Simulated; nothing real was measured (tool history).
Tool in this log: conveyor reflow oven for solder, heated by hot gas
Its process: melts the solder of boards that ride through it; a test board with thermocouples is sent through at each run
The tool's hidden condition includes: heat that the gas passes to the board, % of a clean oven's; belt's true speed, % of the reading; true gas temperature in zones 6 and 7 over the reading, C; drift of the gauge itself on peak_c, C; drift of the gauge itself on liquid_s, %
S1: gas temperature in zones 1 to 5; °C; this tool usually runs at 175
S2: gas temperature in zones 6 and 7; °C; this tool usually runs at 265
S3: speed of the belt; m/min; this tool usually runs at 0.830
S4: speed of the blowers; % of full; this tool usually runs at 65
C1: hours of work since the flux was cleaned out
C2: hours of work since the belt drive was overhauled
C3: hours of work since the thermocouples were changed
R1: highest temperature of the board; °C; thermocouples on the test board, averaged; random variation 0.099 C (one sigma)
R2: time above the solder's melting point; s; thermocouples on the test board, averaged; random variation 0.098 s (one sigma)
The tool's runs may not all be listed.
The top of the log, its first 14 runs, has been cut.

run	hour	S1	S2	S3	S4	C1	C2	C3	R1	R2
15	375.0	175	265	0.716	65	28	820	778	251.17	50.11
16	392.2	175	265	0.933	65	37	828	787	241.70	31.17
17	421.2	179	265	0.979	65	51	842	801	240.87	29.66
18	436.5	179	265	0.979	65	58	850	808	240.83	29.51
19	465.8	179	265	0.979	65	73	864	823	240.76	29.46
20	494.3	175	277	0.805	56	87	878	836	253.95	44.76
21	523.6	173	259	0.683	51	101	892	851	243.04	45.05
22	546.4	175	265	0.664	65	112	903	862	252.96	55.77
23	573.5	179	280	0.830	65	125	917	875	258.96	47.35
24	608.3	178	280	0.830	64	142	934	892	258.10	46.78
25	631.9	178	280	0.830	64	154	945	904	258.04	46.74
26	659.8	175	280	0.882	74	167	959	917	257.66	42.99

The next listed run, before its measurement:
27	685.7	175	280	0.882	74	180	971	930	?	?

R1: 257.79 °C
R2: 43.07 s
With no hidden state in the tool, this same run would have given R1 257.88 °C, R2 42.76 s.

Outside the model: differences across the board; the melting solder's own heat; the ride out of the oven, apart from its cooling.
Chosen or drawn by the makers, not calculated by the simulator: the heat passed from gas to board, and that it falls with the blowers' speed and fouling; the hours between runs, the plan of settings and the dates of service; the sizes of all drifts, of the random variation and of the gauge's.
